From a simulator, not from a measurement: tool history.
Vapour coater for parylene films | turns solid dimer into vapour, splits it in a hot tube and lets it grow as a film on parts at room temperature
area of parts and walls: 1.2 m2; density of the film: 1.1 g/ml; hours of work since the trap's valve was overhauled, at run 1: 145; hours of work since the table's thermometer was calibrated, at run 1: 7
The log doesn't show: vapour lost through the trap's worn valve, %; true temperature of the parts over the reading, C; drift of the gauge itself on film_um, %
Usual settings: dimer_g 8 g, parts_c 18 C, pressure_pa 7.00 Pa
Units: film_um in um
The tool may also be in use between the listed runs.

run,hour,dimer_g,parts_c,pressure_pa,hours of work since the trap's valve was overhauled,hours of work since the table's thermometer was calibrated,film_um
1,0.0,8,18,7.00,145,7,2.84
2,7.8,8,18,7.00,150,12,2.86
3,19.8,8,18,7.00,158,20,2.86
4,32.3,8,18,7.00,166,28,2.82
5,38.8,8,18,7.00,170,32,2.82
6,52.9,8,18,7.00,179,41,2.84
7,66.6,7,18,7.00,188,50,2.50
8,79.5,7,18,7.00,196,58,2.42
9,91.3,7,18,7.00,203,65,2.46
10,101.0,7,18,7.00,209,71,2.43
11,116.3,8,13,7.00,219,81,3.00
12,127.1,7,18,5.02,226,88,2.61
13,136.3,7,24,5.13,232,94,2.37
14,150.5,7,18,4.06,241,103,2.77

Forecast run 15:
15,160.8,7,18,4.06,248,110,?

film_um: 2.79 um
Without the tool's hidden state the same run would have given film_um 3.05 um.

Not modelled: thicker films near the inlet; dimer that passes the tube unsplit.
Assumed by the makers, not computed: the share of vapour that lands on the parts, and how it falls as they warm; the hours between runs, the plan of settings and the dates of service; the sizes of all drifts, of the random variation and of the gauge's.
